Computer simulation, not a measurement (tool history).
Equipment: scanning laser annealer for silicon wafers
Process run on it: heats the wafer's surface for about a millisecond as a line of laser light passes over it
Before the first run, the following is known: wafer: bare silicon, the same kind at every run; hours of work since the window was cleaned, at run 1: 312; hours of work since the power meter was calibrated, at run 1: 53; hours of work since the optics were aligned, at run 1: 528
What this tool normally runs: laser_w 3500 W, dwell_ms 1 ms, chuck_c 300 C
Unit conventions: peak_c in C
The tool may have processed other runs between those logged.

run,day,laser_w,dwell_ms,chuck_c,hours of work since the window was cleaned,hours of work since the power meter was calibrated,hours of work since the optics were aligned,peak_c
1,0,3500,1,300,312,53,528,1029
2,0.371,3500,1,300,317,58,532,1026
3,0.892,2978,1,300,324,64,539,916
4,1.317,2978,1,300,329,70,544,920
5,1.95,2978,1,300,337,78,552,917
6,2.504,2978,1,300,344,84,559,915
7,3.054,2978,1,300,351,91,566,915
8,3.567,2978,1,300,357,98,573,915
9,3.9,3500,1,285,362,102,577,1016
10,4.508,3500,1,315,369,110,584,1046
11,4.875,3500,1,315,374,114,589,1048
12,5.317,3500,1,315,379,120,595,1041
13,5.746,3500,0.92,315,385,125,600,1010
14,6.346,3500,0.92,315,392,133,608,1007
15,6.642,3500,0.92,315,396,137,611,1010
16,7.246,3500,1,300,404,144,619,1030
17,7.767,3500,1,300,410,151,626,1031
18,8.154,3500,1,300,415,156,630,1032
19,8.458,3500,1,300,419,160,634,1027
20,8.746,3451,1,300,423,163,638,1016
21,9.179,3451,1,300,428,169,643,1019
22,9.8,3669,0.88,300,436,177,651,1009
23,10.404,3500,1,266,444,184,659,996
24,11,3649,1.2,266,451,192,666,1116
25,11.292,3649,1.2,289,455,195,670,1135
26,11.858,3760,1.2,289,462,203,677,1167
27,12.304,3760,1.2,289,468,208,683,1164
28,12.9,3579,0.93,287,475,216,690,1000
29,13.446,3579,0.93,287,482,223,697,1002
30,13.762,3287,1.08,333,486,227,701,1047
31,14.292,3825,1,286,493,233,708,1083
32,14.925,3500,0.85,331,501,241,716,993
33,15.538,3500,0.85,331,508,249,724,989
34,15.938,3500,0.85,331,513,254,729,992
35,16.367,3500,0.85,331,519,259,734,992
36,16.812,3500,0.85,331,525,265,740,994
37,17.133,3527,1.16,300,529,269,744,1101
38,17.538,3411,1.01,283,534,274,749,996
39,18.138,3451,0.79,283,541,282,756,909
40,18.742,3365,0.89,319,549,289,764,973
41,19.333,3497,1,306,556,297,771,1031
42,19.633,3295,1,305,560,301,775,988

Consider 3 possible next runs. They are alternatives, not a sequence: every one starts from the tool as it was left by run 42. What does each give?
A,20.117,3295,1.03,284,566,307,781,?
B,20.117,3278,1,300,566,307,781,?
C,20.117,3500,1.21,300,566,307,781,?

run,peak_c
A,984
B,981
C,1116
With no hidden state in the tool, these same runs would have given:
run,peak_c
A,985
B,981
C,1117
